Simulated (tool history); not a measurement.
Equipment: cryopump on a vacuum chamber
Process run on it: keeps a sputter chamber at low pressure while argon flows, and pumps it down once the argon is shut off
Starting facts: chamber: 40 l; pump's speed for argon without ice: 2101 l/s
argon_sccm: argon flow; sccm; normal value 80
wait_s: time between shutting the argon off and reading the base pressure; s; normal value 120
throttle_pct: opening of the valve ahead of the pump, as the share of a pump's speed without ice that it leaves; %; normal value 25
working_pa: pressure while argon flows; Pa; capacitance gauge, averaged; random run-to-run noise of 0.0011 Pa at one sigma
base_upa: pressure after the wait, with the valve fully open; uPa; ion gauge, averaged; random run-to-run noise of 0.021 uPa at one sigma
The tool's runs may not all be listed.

run	hour	argon_sccm	wait_s	throttle_pct	working_pa	base_upa
1	0	80	120	25	0.2786	1.7
2	15.3	80	120	25	0.279	1.71
3	36.4	80	120	25	0.2805	1.77
4	53.4	80	120	25	0.2784	1.79
5	73.1	80	120	25	0.2823	1.79
6	86.5	80	120	34	0.2119	1.83
7	102.1	82	120	34	0.2185	1.82
8	116.4	80	120	33	0.2216	1.87
# hour 136.7: pump warmed up, emptied and cooled again
9	136.9	80	115	25	0.2611	1.47
10	158.1	80	115	25	0.2562	1.53
11	177.1	111	115	25	0.3572	1.53
12	194.3	111	115	25	0.3619	1.58
13	210.4	111	115	25	0.3608	1.56
14	224.4	80	120	34	0.1909	1.6
15	235.3	80	120	34	0.1913	1.55
16	247.6	80	51	37	0.1771	1.94
17	261	80	51	37	0.1783	2.05
18	281.9	34	288	47	0.0615	1.47
19	298.2	79	120	25	0.2575	1.69
20	316.5	78	120	25	0.2567	1.67
21	331.5	78	201	19	0.3349	1.63
22	340.3	78	201	19	0.3344	1.66
23	350.3	80	30	25	0.2618	2.56
24	361.5	68	31	28	0.1988	2.47
25	378.6	136	120	59	0.1957	1.77
26	388.7	44	120	59	0.0631	1.81
27	397.9	116	120	25	0.3761	1.81
28	413.5	80	261	25	0.2626	1.72
29	430.2	80	33	15	0.4358	2.56

What if the next run were any one of these 5? Each begins from the tool's condition after run 29:
A	440	55	168	58	?	?
B	440	80	33	42	?	?
C	440	107	120	16	?	?
D	440	73	41	18	?	?
E	440	69	120	25	?	?

run	working_pa	base_upa
A	0.0817	1.84
B	0.1602	2.61
C	0.5482	1.85
D	0.3331	2.29
E	0.229	1.85
With the hidden condition removed and each run's random variation left untouched, the same runs would have given:
run	working_pa	base_upa
A	0.0767	0.35
B	0.1529	1.14
C	0.5384	0.39
D	0.3264	0.86
E	0.2227	0.38
